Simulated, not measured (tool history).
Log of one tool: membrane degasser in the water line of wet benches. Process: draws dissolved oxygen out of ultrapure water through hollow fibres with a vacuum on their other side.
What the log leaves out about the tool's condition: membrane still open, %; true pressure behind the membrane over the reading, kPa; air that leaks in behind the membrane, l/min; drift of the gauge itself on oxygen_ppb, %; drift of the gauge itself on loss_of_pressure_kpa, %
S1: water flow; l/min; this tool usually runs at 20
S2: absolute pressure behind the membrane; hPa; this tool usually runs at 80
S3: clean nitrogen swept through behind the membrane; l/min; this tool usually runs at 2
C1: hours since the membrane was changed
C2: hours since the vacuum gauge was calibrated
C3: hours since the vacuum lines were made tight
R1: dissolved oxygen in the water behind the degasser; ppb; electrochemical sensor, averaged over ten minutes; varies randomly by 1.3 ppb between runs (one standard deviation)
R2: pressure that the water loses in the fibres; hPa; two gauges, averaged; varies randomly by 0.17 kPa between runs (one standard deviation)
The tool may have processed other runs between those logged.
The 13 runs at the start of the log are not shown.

run    hour  S1     S2    S3    C1    C2    C3     R1     R2
 14  1561.5  20     80  1.42  3392  3665  2226  171.1  251.6
 15  1663.7  20   60.2     2  3494  3767  2328   84.1  254.2
 16  1798.8  20   60.2     2  3630  3902  2463   83.1  256.4
 17  1911.3  20   60.2     2  3742  4015  2576   84.9  256.6
 18    2023  28  110.7  1.72  3854  4126  2687  353.8  358.9
 19  2205.2  20   52.8  1.07  4036  4308  2869  106.2  257.4
       2319  -- vacuum gauge calibrated
 20  2326.1  20     80  2.95  4156     7  2990   93.7  254.6
 21  2403.8  20     80  2.95  4234    85  3068   94.5  256.6
 22  2482.3  31     80  0.86  4313   163  3146  443.1  400.3
 23  2568.6  31     80  0.86  4399   250  3232  443.9    396
 24  2670.4  16  165.8     2  4501   351  3334  258.7  204.2
 25  2807.6  16  165.8     2  4638   489  3471    258  205.9
 26  2924.1  16   93.4     2  4754   605  3588  122.9    206
 27  3106.2  16   93.4     2  4937   787  3770  123.4  205.7
 28    3276  17  148.2  2.01  5106   957  3940  243.9  221.4
 29  3443.3  16     80  5.46  5274  1124  4107   40.2  206.7
 30  3568.7  16     80  5.46  5399  1250  4232   40.3  203.5
 31  3736.2  16     80  5.46  5567  1417  4400   40.3  209.2
 32    3866  16   93.4  5.46  5696  1547  4530   50.4  207.5
 33  3987.9  28   58.3  4.86  5818  1669  4652  112.7  364.2

Below are 3 alternative next runs, each starting from the tool's condition after run 33. Predict each:
  A  4143.4  20     80  5.88  5974  1824  4807   ?   ?
  B  4143.4  12   58.3  4.86  5974  1824  4807   ?   ?
  C  4143.4  24  150.1  2.11  5974  1824  4807   ?   ?

run     R1     R2
  A     57  259.3
  B   17.8  154.5
  C  344.3  308.3
Had the tool no hidden state, the same runs would have come out as:
run     R1     R2
  A   52.9  250.9
  B     17  149.5
  C  334.3  298.4

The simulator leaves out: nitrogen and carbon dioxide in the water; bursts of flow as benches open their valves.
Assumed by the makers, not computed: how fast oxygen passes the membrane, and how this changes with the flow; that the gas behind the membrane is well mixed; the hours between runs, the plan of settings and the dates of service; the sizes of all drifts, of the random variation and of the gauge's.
